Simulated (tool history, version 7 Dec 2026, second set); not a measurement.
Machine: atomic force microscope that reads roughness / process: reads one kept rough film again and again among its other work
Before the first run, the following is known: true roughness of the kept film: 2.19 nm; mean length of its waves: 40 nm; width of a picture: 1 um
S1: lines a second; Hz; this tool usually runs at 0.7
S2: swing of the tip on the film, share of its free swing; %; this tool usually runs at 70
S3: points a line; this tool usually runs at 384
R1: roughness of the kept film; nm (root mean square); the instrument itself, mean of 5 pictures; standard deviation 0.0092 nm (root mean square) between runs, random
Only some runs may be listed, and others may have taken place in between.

run    hour     S1  S2   S3     R1
  1       0    0.7  70  384  2.088
  2    20.2    0.7  70  384  2.055
  3    35.2    0.7  70  384  2.036
  4    56.7    0.7  70  384  2.005
  5    81.9    0.7  70  384  1.957
  6   100.2    0.7  70  384  1.947
      120.2  -- new tip fitted
  7   122.1    0.7  70  384  2.075
  8   145.5    0.7  70  384  2.025
  9   172.8    0.7  70  384  2.007
 10   194.5    0.7  70  384  1.979
 11   208.8    0.7  66  384  1.973
 12   229.6    0.7  66  384  1.944
      240.2  -- new tip fitted
 13     250    0.7  66  384  2.082
 14   272.7  0.525  70  384   2.03
 15   284.7  0.525  71  384  2.007
 16     301  2.678  70  384  1.931
 17   318.2    0.7  70  384  1.992
 18   342.6    0.7  64  384  1.956
      361.4  -- new tip fitted
 19   366.4    0.7  70  384  2.083
 20   384.9    0.7  70  384   2.05
 21   400.1    0.7  70  384  2.029
 22   426.1    0.7  70  384  1.987
 23   439.2    0.7  70  384  1.972
 24   460.9    0.7  70  384  1.961
 25   475.4    0.7  70  384  1.934
      481.2  -- new tip fitted
 26   500.5    0.7  70  384  2.046
 27   518.5  0.949  70  384  2.002
 28   544.4  0.949  70  384  1.998
 29   572.3  1.394  69  960  1.952
 30   589.8    0.7  64  258  1.948
      601.4  -- new tip fitted
 31   617.2    0.7  64  258  2.056
 32     642  2.769  83  422  1.857
 33   667.5  2.769  83  422  1.837
 34   679.3    0.7  69  384  1.967
 35   700.8    0.7  69  384  1.951
      722.6  -- new tip fitted
 36   729.1    0.7  69  384  2.081
 37   741.5  2.827  88  579  1.858
 38   764.1  3.014  67  710  1.976
 39   778.4  2.643  67  582  1.974
 40   802.8  2.643  67  582  1.918
 41     822  2.643  62  582   1.93
      842.6  -- new tip fitted
 42   848.9  1.362  62  582  2.078
 43   873.9    0.7  70  624  2.047
 44   893.4  3.893  61  384  1.969
 45   909.2  1.147  61  310  1.999
 46   933.3  1.147  61  310   1.95
 47   954.5  2.053  66  423  1.911
      962.2  -- new tip fitted
 48   981.3    0.7  75  296  2.067
 49   998.3  0.587  64  625  2.067
 50  1010.9  1.318  64  384  2.008
 51  1025.1  0.647  64  328   2.01
 52  1045.2  2.978  64  741  1.945

Run by run, hidden condition taken away, random variation retained:
The hidden state here: radius of the tip, nm; height scale over the true one, %; drift of the gauge itself on roughness_nm, %.
run     R1
  1  2.084
  2  2.083
  3  2.084
  4  2.081
  5  2.064
  6  2.074
  7  2.074
  8  2.057
  9  2.078
 10  2.075
 11  2.086
 12  2.082
 13  2.089
 14  2.069
 15  2.062
 16  2.005
 17  2.093
 18  2.089
 19  2.083
 20  2.076
 21  2.076
 22  2.068
 23   2.07
 24  2.085
 25  2.076
 26  2.063
 27  2.042
 28  2.072
 29  2.061
 30  2.081
 31  2.074
 32  1.903
 33  1.916
 34  2.068
 35  2.076
 36  2.082
 37  1.875
 38  2.024
 39  2.039
 40  2.011
 41  2.048
 42  2.072
 43  2.074
 44  2.021
 45  2.074
 46  2.053
 47  2.041
 48  2.076
 49  2.099
 50  2.057
 51  2.078
 52  2.034
